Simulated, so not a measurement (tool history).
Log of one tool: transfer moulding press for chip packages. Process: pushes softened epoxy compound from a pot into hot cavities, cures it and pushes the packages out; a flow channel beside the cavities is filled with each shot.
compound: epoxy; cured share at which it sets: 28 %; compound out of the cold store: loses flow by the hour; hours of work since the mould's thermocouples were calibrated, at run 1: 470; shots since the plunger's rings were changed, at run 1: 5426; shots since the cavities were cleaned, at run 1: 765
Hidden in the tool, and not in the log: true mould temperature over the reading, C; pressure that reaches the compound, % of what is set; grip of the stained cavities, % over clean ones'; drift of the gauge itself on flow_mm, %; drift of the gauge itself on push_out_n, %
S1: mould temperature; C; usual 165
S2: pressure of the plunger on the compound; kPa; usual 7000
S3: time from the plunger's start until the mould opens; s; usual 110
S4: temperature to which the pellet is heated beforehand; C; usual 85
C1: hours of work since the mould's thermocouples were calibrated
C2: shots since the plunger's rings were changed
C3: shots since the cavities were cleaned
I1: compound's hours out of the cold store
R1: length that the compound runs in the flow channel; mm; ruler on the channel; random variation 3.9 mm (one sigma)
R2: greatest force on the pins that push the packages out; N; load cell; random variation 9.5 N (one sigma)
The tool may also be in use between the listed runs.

{"run": 1, "hour": 0.0, "S1": 165, "S2": 7000, "S3": 110, "S4": 85, "C1": 470, "C2": 5426, "C3": 765, "I1": 43.9, "R1": 447, "R2": 629}
{"hour": 24.0, "done": "cavities cleaned with cleaning compound and waxed"}
{"run": 2, "hour": 73.3, "S1": 165, "S2": 7000, "S3": 122, "S4": 85, "C1": 518, "C2": 6202, "C3": 533, "I1": 17.1, "R1": 510, "R2": 677}
{"hour": 104.7, "done": "plunger's sealing rings changed"}
{"hour": 118.7, "done": "cavities cleaned with cleaning compound and waxed"}
{"run": 3, "hour": 133.7, "S1": 165, "S2": 7000, "S3": 122, "S4": 85, "C1": 557, "C2": 297, "C3": 162, "I1": 12.5, "R1": 549, "R2": 457}
{"run": 4, "hour": 175.0, "S1": 165, "S2": 7000, "S3": 110, "S4": 85, "C1": 585, "C2": 744, "C3": 609, "I1": 47.5, "R1": 455, "R2": 617}
{"hour": 210.3, "done": "cavities cleaned with cleaning compound and waxed"}
{"run": 5, "hour": 218.8, "S1": 165, "S2": 7000, "S3": 110, "S4": 85, "C1": 613, "C2": 1200, "C3": 92, "I1": 14.2, "R1": 540, "R2": 503}
{"run": 6, "hour": 282.1, "S1": 165, "S2": 7000, "S3": 110, "S4": 90, "C1": 656, "C2": 1885, "C3": 777, "I1": 36.1, "R1": 484, "R2": 638}
{"hour": 302.0, "done": "cavities cleaned with cleaning compound and waxed"}
{"hour": 332.0, "done": "cavities cleaned with cleaning compound and waxed, once more"}
{"hour": 342.2, "done": "mould's thermocouples calibrated"}
{"run": 7, "hour": 344.1, "S1": 165, "S2": 7000, "S3": 110, "S4": 90, "C1": 1, "C2": 2500, "C3": 108, "I1": 37.6, "R1": 479, "R2": 440}
{"run": 8, "hour": 384.7, "S1": 157, "S2": 7000, "S3": 110, "S4": 85, "C1": 29, "C2": 2939, "C3": 547, "I1": 46.2, "R1": 468, "R2": 985}
{"hour": 423.6, "done": "cavities cleaned with cleaning compound and waxed"}
{"run": 9, "hour": 474.3, "S1": 157, "S2": 7000, "S3": 110, "S4": 85, "C1": 89, "C2": 3891, "C3": 547, "I1": 12.6, "R1": 548, "R2": 1122}
{"hour": 515.5, "done": "cavities cleaned with cleaning compound and waxed"}
{"run": 10, "hour": 515.5, "S1": 157, "S2": 7000, "S3": 110, "S4": 85, "C1": 116, "C2": 4320, "C3": 0, "I1": 34.2, "R1": 491, "R2": 732}
{"hour": 606.4, "done": "cavities cleaned with cleaning compound and waxed"}
{"run": 11, "hour": 606.4, "S1": 157, "S2": 7000, "S3": 110, "S4": 85, "C1": 176, "C2": 5286, "C3": 0, "I1": 40.5, "R1": 472, "R2": 721}
{"run": 12, "hour": 687.7, "S1": 165, "S2": 7000, "S3": 110, "S4": 85, "C1": 232, "C2": 6164, "C3": 878, "I1": 26.3, "R1": 493, "R2": 647}
{"hour": 696.0, "done": "cavities cleaned with cleaning compound and waxed"}
{"hour": 721.8, "done": "plunger's sealing rings changed"}
{"run": 13, "hour": 768.7, "S1": 165, "S2": 7000, "S3": 110, "S4": 85, "C1": 284, "C2": 507, "C3": 758, "I1": 22.1, "R1": 527, "R2": 652}
{"hour": 786.8, "done": "cavities cleaned with cleaning compound and waxed"}
{"run": 14, "hour": 812.1, "S1": 165, "S2": 7000, "S3": 110, "S4": 85, "C1": 312, "C2": 959, "C3": 273, "I1": 15.9, "R1": 539, "R2": 570}
{"run": 15, "hour": 870.7, "S1": 168, "S2": 7000, "S3": 107, "S4": 90, "C1": 352, "C2": 1592, "C3": 906, "I1": 22.2, "R1": 512, "R2": 602}
{"hour": 879.0, "done": "cavities cleaned with cleaning compound and waxed"}
{"run": 16, "hour": 928.7, "S1": 168, "S2": 7000, "S3": 107, "S4": 90, "C1": 391, "C2": 2203, "C3": 537, "I1": 8.5, "R1": 545, "R2": 543}
{"hour": 967.7, "done": "cavities cleaned with cleaning compound and waxed"}
{"run": 17, "hour": 1018.8, "S1": 168, "S2": 7000, "S3": 107, "S4": 90, "C1": 451, "C2": 3160, "C3": 552, "I1": 12.3, "R1": 526, "R2": 566}
{"hour": 1055.6, "done": "cavities cleaned with cleaning compound and waxed"}
{"run": 18, "hour": 1062.5, "S1": 168, "S2": 7000, "S3": 107, "S4": 90, "C1": 479, "C2": 3617, "C3": 75, "I1": 31.5, "R1": 476, "R2": 405}
{"hour": 1145.2, "done": "cavities cleaned with cleaning compound and waxed"}
{"run": 19, "hour": 1152.4, "S1": 168, "S2": 7000, "S3": 107, "S4": 90, "C1": 539, "C2": 4572, "C3": 78, "I1": 30.8, "R1": 474, "R2": 407}
{"run": 20, "hour": 1207.7, "S1": 168, "S2": 5520, "S3": 135, "S4": 85, "C1": 577, "C2": 5169, "C3": 675, "I1": 26.4, "R1": 434, "R2": 466}
{"hour": 1235.3, "done": "cavities cleaned with cleaning compound and waxed"}
{"run": 21, "hour": 1256.9, "S1": 159, "S2": 6010, "S3": 116, "S4": 77, "C1": 609, "C2": 5685, "C3": 234, "I1": 15.5, "R1": 490, "R2": 802}
{"hour": 1324.0, "done": "cavities cleaned with cleaning compound and waxed"}
{"hour": 1339.0, "done": "plunger's sealing rings changed"}
{"run": 22, "hour": 1345.6, "S1": 164, "S2": 7560, "S3": 116, "S4": 77, "C1": 667, "C2": 71, "C3": 207, "I1": 17.0, "R1": 560, "R2": 528}
{"hour": 1381.3, "done": "mould's thermocouples calibrated"}
{"run": 23, "hour": 1412.6, "S1": 164, "S2": 7560, "S3": 116, "S4": 77, "C1": 21, "C2": 773, "C3": 909, "I1": 20.4, "R1": 553, "R2": 640}
{"hour": 1419.9, "done": "cavities cleaned with cleaning compound and waxed"}
{"run": 24, "hour": 1452.5, "S1": 164, "S2": 7560, "S3": 116, "S4": 77, "C1": 47, "C2": 1188, "C3": 352, "I1": 18.7, "R1": 553, "R2": 563}
{"hour": 1511.5, "done": "cavities cleaned with cleaning compound and waxed"}
{"run": 25, "hour": 1532.2, "S1": 164, "S2": 7560, "S3": 116, "S4": 77, "C1": 100, "C2": 2033, "C3": 224, "I1": 44.3, "R1": 480, "R2": 494}
{"hour": 1606.4, "done": "cavities cleaned with cleaning compound and waxed"}
{"run": 26, "hour": 1619.6, "S1": 164, "S2": 7560, "S3": 116, "S4": 77, "C1": 159, "C2": 2962, "C3": 143, "I1": 19.0, "R1": 550, "R2": 515}
{"run": 27, "hour": 1684.8, "S1": 160, "S2": 7150, "S3": 121, "S4": 85, "C1": 203, "C2": 3667, "C3": 848, "I1": 10.1, "R1": 561, "R2": 828}

4 ways to go on from here, each from the tool as it stands after run 27. What would each give?
{"hour": 1700.7, "done": "cavities cleaned with cleaning compound and waxed"}
{"run": "A", "hour": 1758.3, "S1": 165, "S2": 7150, "S3": 121, "S4": 85, "C1": 252, "C2": 4444, "C3": 622, "I1": 25.1, "R1": "?", "R2": "?"}
{"hour": 1700.7, "done": "cavities cleaned with cleaning compound and waxed"}
{"run": "B", "hour": 1758.3, "S1": 165, "S2": 7240, "S3": 110, "S4": 85, "C1": 252, "C2": 4444, "C3": 622, "I1": 27.1, "R1": "?", "R2": "?"}
{"hour": 1700.7, "done": "cavities cleaned with cleaning compound and waxed"}
{"run": "C", "hour": 1758.3, "S1": 160, "S2": 5270, "S3": 121, "S4": 85, "C1": 252, "C2": 4444, "C3": 622, "I1": 22.2, "R1": "?", "R2": "?"}
{"hour": 1700.7, "done": "cavities cleaned with cleaning compound and waxed"}
{"run": "D", "hour": 1758.3, "S1": 162, "S2": 7150, "S3": 120, "S4": 78, "C1": 252, "C2": 4444, "C3": 622, "I1": 27.1, "R1": "?", "R2": "?"}

run=A R1=500 R2=540
run=B R1=501 R2=659
run=C R1=442 R2=767
run=D R1=511 R2=683
Without the tool's hidden state the same runs would have given:
run=A R1=516 R2=350
run=B R1=518 R2=427
run=C R1=457 R2=490
run=D R1=528 R2=440

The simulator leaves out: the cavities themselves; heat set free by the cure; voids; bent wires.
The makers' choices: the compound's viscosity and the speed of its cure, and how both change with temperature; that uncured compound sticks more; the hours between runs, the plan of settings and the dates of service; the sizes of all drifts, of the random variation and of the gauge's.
